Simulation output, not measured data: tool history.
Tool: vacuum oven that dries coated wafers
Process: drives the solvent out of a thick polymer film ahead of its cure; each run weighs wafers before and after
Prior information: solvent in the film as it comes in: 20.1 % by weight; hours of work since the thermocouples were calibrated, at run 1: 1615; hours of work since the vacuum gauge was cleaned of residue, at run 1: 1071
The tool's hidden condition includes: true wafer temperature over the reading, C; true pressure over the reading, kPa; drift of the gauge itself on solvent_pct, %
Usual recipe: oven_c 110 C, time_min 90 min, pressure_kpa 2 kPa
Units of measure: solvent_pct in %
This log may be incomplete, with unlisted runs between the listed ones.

run    hour  oven_c  time_min  pressure_kpa  hours of work since the thermocouples were calibrated  hours of work since the vacuum gauge was cleaned of residue  solvent_pct
  1       0     110        90             2                                                   1615                                                         1071         2.82
  2    71.7     110        90             2                                                   1652                                                         1108         2.84
  3   157.1     110        48             2                                                   1696                                                         1152         5.14
  4   214.9     110        90          1.06                                                   1725                                                         1181         2.04
      244.4  -- oven's thermocouples calibrated
  5   313.1     110        90          1.06                                                     35                                                         1230         2.22
  6     423     110        90             2                                                     91                                                         1287         3.11
  7   520.1     123        90             2                                                    141                                                         1336          1.5
  8     600     110        90             2                                                    182                                                         1377         3.09
  9   675.8     110        63             2                                                    221                                                         1416         4.31
 10   764.4     110        63             2                                                    266                                                         1462         4.29
 11     849     110        63             2                                                    310                                                         1505         4.26
 12   951.9     110        63             2                                                    362                                                         1558         4.24
 13    1057     110        63             2                                                    416                                                         1611         4.36
 14  1159.1     110        90             2                                                    468                                                         1664         3.07
 15  1284.4     110        90             2                                                    533                                                         1728         3.06
 16  1354.2     110        90          3.87                                                    568                                                         1764         4.77
 17    1472     110        90          3.87                                                    629                                                         1824         4.75
 18  1561.5     101        90             2                                                    674                                                         1870         5.04
 19  1637.5     110        90             2                                                    713                                                         1909         3.02
 20  1768.7     110        90             2                                                    780                                                         1976         3.04
 21  1827.9     111        90             2                                                    811                                                         2006         2.96
 22  1891.2     111        90             2                                                    843                                                         2038         2.98
 23  2013.8     111        90             2                                                    906                                                         2101         2.95
 24  2078.8     117        90             2                                                    939                                                         2135         2.14
 25    2178     117        90             2                                                    990                                                         2185         2.18
 26  2234.3     106        90          3.21                                                   1019                                                         2214         5.09
 27  2301.4     110        52             2                                                   1053                                                         2249         5.13
 28  2410.9     110        52             2                                                   1109                                                         2305          5.2
     2444.6  -- vacuum gauge cleaned of residue and calibrated
 29  2515.9     110       160          1.48                                                   1162                                                           37         2.12
 30    2635     110        69          6.25                                                   1223                                                           97         7.78
     2679.9  -- vacuum gauge cleaned of residue and calibrated, once more
 31  2747.8      96        69          6.25                                                   1280                                                           35        11.81
 32  2862.7     114        69          5.78                                                   1339                                                           94         5.64
 33    2988     115        90             2                                                   1403                                                          158         2.04
 34    3112     104       106          1.12                                                   1467                                                          221         2.34
 35  3228.9     104       106          1.12                                                   1527                                                          281         2.26
 36  3354.6     114        90             2                                                   1591                                                          346         2.17
 37  3462.8     116       149          3.47                                                   1646                                                          401         2.64
 38  3549.1     105        49          6.24                                                   1691                                                          445         9.88
     3646.3  -- oven's thermocouples calibrated
 39  3647.2     110        71             2                                                      0                                                          494         3.72
 40  3742.3     121        75             2                                                     49                                                          543         1.99
 41  3814.4     124        52          6.11                                                     86                                                          580         4.56
 42  3914.6     122        63          6.11                                                    137                                                          631         4.68
 43    4024     105        58          7.33                                                    193                                                          687        10.56
 44  4151.3     113        58          7.33                                                    259                                                          752         7.88
 45  4261.5     110        61           1.1                                                    315                                                          809         3.63
 46  4393.1     118        55          4.49                                                    382                                                          876         4.82

Pick out some run-to-run changes in solvent_pct. Of each, how much would a tool without hidden state show as well, from the settings, what came in and chance, and how much is left for the hidden state and any gauge scatter not in both results compared?
Run 28 -> 29: time_min 52 -> 160, pressure_kpa 2 -> 1.48, vacuum gauge cleaned of residue and calibrated. solvent_pct -3.08 %: hidden state +0.53, all else -3.61.
Run 30 -> 31: oven_c 110 -> 96, vacuum gauge cleaned of residue and calibrated, once more. solvent_pct +4.03 %: hidden state -0.79, all else +4.82.
Run 31 -> 32: oven_c 96 -> 114, pressure_kpa 6.25 -> 5.78. solvent_pct -6.17 %: hidden state +0.15, all else -6.32.
Run 37 -> 38: oven_c 116 -> 105, time_min 149 -> 49, pressure_kpa 3.47 -> 6.24. solvent_pct +7.24 %: hidden state -0.38, all else +7.62.
Run 38 -> 39: oven_c 105 -> 110, time_min 49 -> 71, pressure_kpa 6.24 -> 2, oven's thermocouples calibrated. solvent_pct -6.16 %: hidden state +0.57, all else -6.73.
